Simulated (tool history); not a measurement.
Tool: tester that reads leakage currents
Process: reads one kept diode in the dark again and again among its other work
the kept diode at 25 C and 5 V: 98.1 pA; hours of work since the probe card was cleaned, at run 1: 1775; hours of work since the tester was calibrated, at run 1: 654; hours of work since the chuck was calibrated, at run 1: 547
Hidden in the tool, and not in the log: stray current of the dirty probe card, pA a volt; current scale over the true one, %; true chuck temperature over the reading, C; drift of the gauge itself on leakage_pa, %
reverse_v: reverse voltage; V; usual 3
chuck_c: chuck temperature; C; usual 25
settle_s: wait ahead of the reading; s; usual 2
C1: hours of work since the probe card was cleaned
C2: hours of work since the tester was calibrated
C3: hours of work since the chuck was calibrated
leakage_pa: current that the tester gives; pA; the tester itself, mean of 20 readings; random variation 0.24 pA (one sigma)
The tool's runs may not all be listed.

{"run": 1, "hour": 0.0, "reverse_v": 3, "chuck_c": 25, "settle_s": 2, "C1": 1775, "C2": 654, "C3": 547, "leakage_pa": 77.79}
{"run": 2, "hour": 76.7, "reverse_v": 3, "chuck_c": 25, "settle_s": 5.65, "C1": 1807, "C2": 685, "C3": 579, "leakage_pa": 77.44}
{"run": 3, "hour": 254.2, "reverse_v": 3, "chuck_c": 25, "settle_s": 5.65, "C1": 1880, "C2": 758, "C3": 652, "leakage_pa": 77.48}
{"run": 4, "hour": 335.1, "reverse_v": 3, "chuck_c": 25, "settle_s": 5.65, "C1": 1913, "C2": 792, "C3": 685, "leakage_pa": 77.6}
{"hour": 441.2, "done": "chuck's temperature calibrated"}
{"run": 5, "hour": 441.2, "reverse_v": 3, "chuck_c": 25, "settle_s": 5.65, "C1": 1956, "C2": 834, "C3": 0, "leakage_pa": 77.52}
{"run": 6, "hour": 546.3, "reverse_v": 3, "chuck_c": 25, "settle_s": 5.65, "C1": 1999, "C2": 878, "C3": 43, "leakage_pa": 77.21}
{"run": 7, "hour": 663.4, "reverse_v": 3, "chuck_c": 52, "settle_s": 2, "C1": 2047, "C2": 926, "C3": 91, "leakage_pa": 868.49}
{"run": 8, "hour": 794.9, "reverse_v": 3, "chuck_c": 52, "settle_s": 2, "C1": 2101, "C2": 980, "C3": 145, "leakage_pa": 866.83}
{"run": 9, "hour": 909.6, "reverse_v": 3, "chuck_c": 27, "settle_s": 4.95, "C1": 2148, "C2": 1027, "C3": 193, "leakage_pa": 93.47}
{"run": 10, "hour": 1051.9, "reverse_v": 3.12, "chuck_c": 22, "settle_s": 0.78, "C1": 2207, "C2": 1085, "C3": 251, "leakage_pa": 59.84}
{"run": 11, "hour": 1136.1, "reverse_v": 2.63, "chuck_c": 31, "settle_s": 0.39, "C1": 2241, "C2": 1120, "C3": 286, "leakage_pa": 130.8}
{"run": 12, "hour": 1292.3, "reverse_v": 2.63, "chuck_c": 31, "settle_s": 0.39, "C1": 2305, "C2": 1184, "C3": 350, "leakage_pa": 130.81}
{"run": 13, "hour": 1450.5, "reverse_v": 11.89, "chuck_c": 39, "settle_s": 2, "C1": 2371, "C2": 1249, "C3": 415, "leakage_pa": 544.97}
{"run": 14, "hour": 1571.8, "reverse_v": 8.95, "chuck_c": 37, "settle_s": 5.81, "C1": 2420, "C2": 1299, "C3": 465, "leakage_pa": 397.44}
{"run": 15, "hour": 1684.6, "reverse_v": 10.39, "chuck_c": 25, "settle_s": 0.46, "C1": 2467, "C2": 1345, "C3": 511, "leakage_pa": 144.44}
{"run": 16, "hour": 1853.8, "reverse_v": 3, "chuck_c": 36, "settle_s": 1.17, "C1": 2536, "C2": 1415, "C3": 581, "leakage_pa": 219.04}

Hidden state at the last listed run before each entry between runs and at the first one after, where it differs:
Between runs 4 and 5: chuck's temperature calibrated (hour 441.2)
  true chuck temperature over the reading, C: 0.01 -> 0
  measured less the result without the state, leakage_pa: +0.13 -> +0 pA
